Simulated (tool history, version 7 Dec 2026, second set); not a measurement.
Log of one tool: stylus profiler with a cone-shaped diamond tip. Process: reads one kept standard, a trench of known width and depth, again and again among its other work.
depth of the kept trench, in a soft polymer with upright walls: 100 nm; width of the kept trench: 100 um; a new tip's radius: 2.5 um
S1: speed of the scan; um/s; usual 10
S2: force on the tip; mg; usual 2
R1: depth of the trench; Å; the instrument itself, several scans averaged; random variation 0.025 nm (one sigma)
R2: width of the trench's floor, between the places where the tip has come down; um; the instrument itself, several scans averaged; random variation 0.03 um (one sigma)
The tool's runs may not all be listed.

run 1 hour=0 | S1=10 S2=2 | R1=1007.6 R2=98.51
run 2 hour=52.4 | S1=10 S2=2 | R1=1008.5 R2=98.55
run 3 hour=110.4 | S1=10 S2=2 | R1=1008 R2=98.55
run 4 hour=167.1 | S1=10 S2=2 | R1=1008.4 R2=98.44
run 5 hour=229.2 | S1=10 S2=2 | R1=1008.8 R2=98.5
run 6 hour=288.7 | S1=10 S2=2 | R1=1008.7 R2=98.5
run 7 hour=330.4 | S1=10 S2=2 | R1=1008.6 R2=98.42
run 8 hour=372.8 | S1=10 S2=2 | R1=1008.8 R2=98.44
run 9 hour=423.5 | S1=10 S2=2 | R1=1009.4 R2=98.49
run 10 hour=484.8 | S1=3 S2=2 | R1=1009.2 R2=98.37
run 11 hour=546.9 | S1=10 S2=2 | R1=1010 R2=98.37
run 12 hour=613.5 | S1=10 S2=2.82 | R1=1011.1 R2=98.45
run 13 hour=649.3 | S1=10 S2=2.82 | R1=1011.7 R2=98.45
run 14 hour=715 | S1=10 S2=2.82 | R1=1011.8 R2=98.42
run 15 hour=767 | S1=5 S2=2.82 | R1=1011.6 R2=98.41
run 16 hour=802 | S1=5 S2=2.82 | R1=1012.1 R2=98.42
run 17 hour=839.4 | S1=5 S2=2.82 | R1=1011.5 R2=98.39
run 18 hour=880.4 | S1=5 S2=2.82 | R1=1012.3 R2=98.38
run 19 hour=947.6 | S1=10 S2=1.73 | R1=1010.4 R2=98.43
run 20 hour=975.3 | S1=10 S2=2.32 | R1=1011.1 R2=98.42
run 21 hour=1027.9 | S1=10 S2=2 | R1=1010.9 R2=98.32
run 22 hour=1081.9 | S1=10 S2=2 | R1=1010.7 R2=98.39
run 23 hour=1124.9 | S1=10 S2=2 | R1=1010.9 R2=98.33
run 24 hour=1180.3 | S1=2 S2=2 | R1=1011.1 R2=98.32
-- hour=1187 height scale calibrated on a step standard
run 25 hour=1229.9 | S1=10 S2=0.93 | R1=1009.2 R2=98.37
run 26 hour=1275.6 | S1=14 S2=1.17 | R1=1009.9 R2=98.29
run 27 hour=1330.2 | S1=7 S2=5.17 | R1=1018.9 R2=98.32
-- hour=1340 height scale calibrated on a step standard, once more
run 28 hour=1392.5 | S1=8 S2=1.59 | R1=1005.8 R2=98.29
run 29 hour=1449.9 | S1=8 S2=1.59 | R1=1006.1 R2=98.31
run 30 hour=1499.1 | S1=8 S2=1.59 | R1=1006.5 R2=98.26
run 31 hour=1545.8 | S1=8 S2=1.59 | R1=1006.6 R2=98.3
run 32 hour=1582.2 | S1=8 S2=1.59 | R1=1006.9 R2=98.2
run 33 hour=1645.3 | S1=3 S2=1.51 | R1=1006.3 R2=98.3
run 34 hour=1702.4 | S1=40 S2=3.14 | R1=1010.5 R2=98.16
run 35 hour=1743 | S1=40 S2=3.14 | R1=1011.4 R2=98.2
run 36 hour=1797.6 | S1=40 S2=3.14 | R1=1010.4 R2=98.17
run 37 hour=1860.6 | S1=6 S2=1.06 | R1=1005.7 R2=98.21
run 38 hour=1912 | S1=6 S2=1.06 | R1=1006.4 R2=98.27
run 39 hour=1967.8 | S1=24 S2=0.98 | R1=1006.3 R2=98.18
run 40 hour=2017.9 | S1=13 S2=1.27 | R1=1007 R2=98.15
run 41 hour=2062.6 | S1=13 S2=1.27 | R1=1007.1 R2=98.15
run 42 hour=2122.9 | S1=34 S2=4.06 | R1=1013.2 R2=98.14
run 43 hour=2164.2 | S1=34 S2=4.06 | R1=1013.6 R2=98.13
run 44 hour=2231.9 | S1=3 S2=0.73 | R1=1006.5 R2=98.13
run 45 hour=2282.4 | S1=32 S2=2.21 | R1=1010 R2=98.1
run 46 hour=2311.2 | S1=10 S2=0.97 | R1=1007.3 R2=98.18

Forecast each of these 3 alternatives for the next run:
run A hour=2371.2 | S1=14 S2=5.58 | R1=? R2=?
run B hour=2371.2 | S1=5 S2=0.88 | R1=? R2=?
run C hour=2371.2 | S1=22 S2=2.09 | R1=? R2=?

run=A R1=1016.3 R2=98.13
run=B R1=1006.8 R2=98.15
run=C R1=1010 R2=98.12
Without the tool's hidden state the same runs would have given:
run=A R1=1013.5 R2=98.57
run=B R1=1004.1 R2=98.58
run=C R1=1007.2 R2=98.55
